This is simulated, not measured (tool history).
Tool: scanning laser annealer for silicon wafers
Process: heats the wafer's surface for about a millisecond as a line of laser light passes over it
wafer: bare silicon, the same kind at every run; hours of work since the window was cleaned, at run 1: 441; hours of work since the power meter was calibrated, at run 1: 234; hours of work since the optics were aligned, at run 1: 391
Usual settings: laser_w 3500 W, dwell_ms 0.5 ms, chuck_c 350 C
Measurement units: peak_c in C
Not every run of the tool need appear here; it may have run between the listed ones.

run    hour  laser_w  dwell_ms  chuck_c  hours of work since the window was cleaned  hours of work since the power meter was calibrated  hours of work since the optics were aligned  peak_c
  1       0     3500       0.5      350                                         441                                                 234                                          391    1176
  2    30.6     3500     0.526      350                                         454                                                 247                                          404    1190
  3    48.7     3500       0.5      350                                         461                                                 255                                          412    1167
  4    65.9     3500     0.362      350                                         469                                                 262                                          419    1044
  5      86     3500     0.362      350                                         477                                                 271                                          428    1045
  6   123.7     3500       0.5      350                                         494                                                 287                                          444    1166
  7   143.4     3500       0.5      350                                         502                                                 295                                          452    1165
  8   163.3     3500       0.5      350                                         511                                                 304                                          461    1168
  9   202.5     3500       0.5      350                                         527                                                 321                                          478    1163
 10   226.7     3500       0.5      350                                         538                                                 331                                          488    1163
 11   251.2     3500       0.5      350                                         548                                                 342                                          499    1167
        283  -- window over the wafer cleaned
 12   290.4     3500       0.5      350                                           3                                                 358                                          515    1196
 13   321.7     3500       0.5      350                                          17                                                 371                                          528    1195
 14   344.6     3500       0.5      350                                          26                                                 381                                          538    1193
 15   360.9     3500       0.5      350                                          33                                                 388                                          545    1194
 16   388.2     3500       0.5      350                                          45                                                 399                                          557    1194
 17   413.7     3803       0.5      350                                          56                                                 410                                          567    1260
 18   436.4     3803       0.5      350                                          66                                                 420                                          577    1259
 19   473.3     3500       0.5      380                                          82                                                 436                                          593    1219
 20   498.2     3500       0.5      354                                          92                                                 447                                          604    1193
 21   537.6     3500       0.5      350                                         109                                                 463                                          621    1187
 22   575.8     3500       0.5      350                                         125                                                 480                                          637    1186
 23   596.5     3301       0.5      329                                         134                                                 489                                          646    1125
 24     618     3017     0.589      390                                         144                                                 498                                          655    1182
 25   652.3     3500     0.581      352                                         158                                                 513                                          670    1254
 26   686.7     3397     0.518      385                                         173                                                 527                                          684    1213
 27   721.9     3397     0.471      318                                         188                                                 542                                          700    1105
 28     751     3397     0.471      318                                         201                                                 555                                          712    1104
 29   786.6     3397     0.471      318                                         216                                                 570                                          727    1104
      793.3  -- laser's power meter calibrated
 30   811.2     3357     0.471      370                                         225                                                   8                                          737    1147
 31   847.3     3222     0.583      349                                         241                                                  23                                          752    1178
 32   886.7     3099     0.583      389                                         257                                                  40                                          769    1191
      909.1  -- laser's power meter calibrated, once more
 33   914.9     3500     0.427      340                                         268                                                   2                                          780    1106
 34     954     3465     0.363      350                                         285                                                  19                                          796    1051
 35   987.5     3214     0.394      387                                         299                                                  34                                          811    1059
 36  1008.7     3500      0.51      350                                         308                                                  43                                          820    1184
 37  1039.7     3477      0.51      354                                         322                                                  56                                          833    1181
 38  1076.6     3523      0.51      367                                         338                                                  72                                          849    1208
 39  1100.3     3200     0.464      344                                         348                                                  82                                          859    1071
 40  1119.9     3200     0.455      344                                         356                                                  90                                          868    1062
 41  1140.9     3200     0.455      344                                         365                                                  99                                          877    1066
 42  1178.5     3200     0.455      344                                         381                                                 115                                          893    1066

Below are 3 alternative next runs, each starting from the tool's condition after run 42. Predict each:
  A  1197.2     3485     0.366      384                                         389                                                 124                                          901       ?
  B  1197.2     3785     0.416      338                                         389                                                 124                                          901       ?
  C  1197.2     3500       0.5      371                                         389                                                 124                                          901       ?

run  peak_c
  A    1082
  B    1142
  C    1191
Had the tool no hidden state, the same runs would have come out as:
run  peak_c
  A    1103
  B    1167
  C    1217

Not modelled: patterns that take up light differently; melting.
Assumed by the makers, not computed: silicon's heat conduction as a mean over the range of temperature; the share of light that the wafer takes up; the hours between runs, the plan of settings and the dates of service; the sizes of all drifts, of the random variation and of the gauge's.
